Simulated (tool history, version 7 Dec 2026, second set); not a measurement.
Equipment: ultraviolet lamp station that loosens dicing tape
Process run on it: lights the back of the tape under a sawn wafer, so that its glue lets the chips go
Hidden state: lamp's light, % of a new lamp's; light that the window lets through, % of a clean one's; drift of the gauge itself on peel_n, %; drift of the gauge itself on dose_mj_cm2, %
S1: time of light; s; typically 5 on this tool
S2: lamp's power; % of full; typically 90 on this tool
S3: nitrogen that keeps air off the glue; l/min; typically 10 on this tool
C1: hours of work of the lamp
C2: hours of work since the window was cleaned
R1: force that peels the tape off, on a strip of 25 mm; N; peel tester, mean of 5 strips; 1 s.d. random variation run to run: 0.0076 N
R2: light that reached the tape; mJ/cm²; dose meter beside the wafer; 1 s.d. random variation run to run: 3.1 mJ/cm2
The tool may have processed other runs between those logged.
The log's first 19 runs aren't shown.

run,day,S1,S2,S3,C1,C2,R1,R2
20,50.212,5,93,10,330,224,0.352,411
21,52.458,5,93,10,363,257,0.35,406
22,54.317,9,93,12,390,284,0.196,719
23,57.296,3,73,3,434,328,3.114,184
24,59.062,3,73,3,459,354,3.243,179
25,61.196,5,74,20,490,385,0.451,306
26,64.604,2,90,5,540,434,3.409,140
27,66.496,2,74,7,568,462,3.778,116

What does the tool deliver on the next run?
28,68.417,3,72,10,596,490,?,?

{"run 28": {"R1": 2.148, "R2": 169}}
With the hidden condition absent and the run-to-run variation left alone, this run would have shown R1 1.33 N, R2 222 mJ/cm².
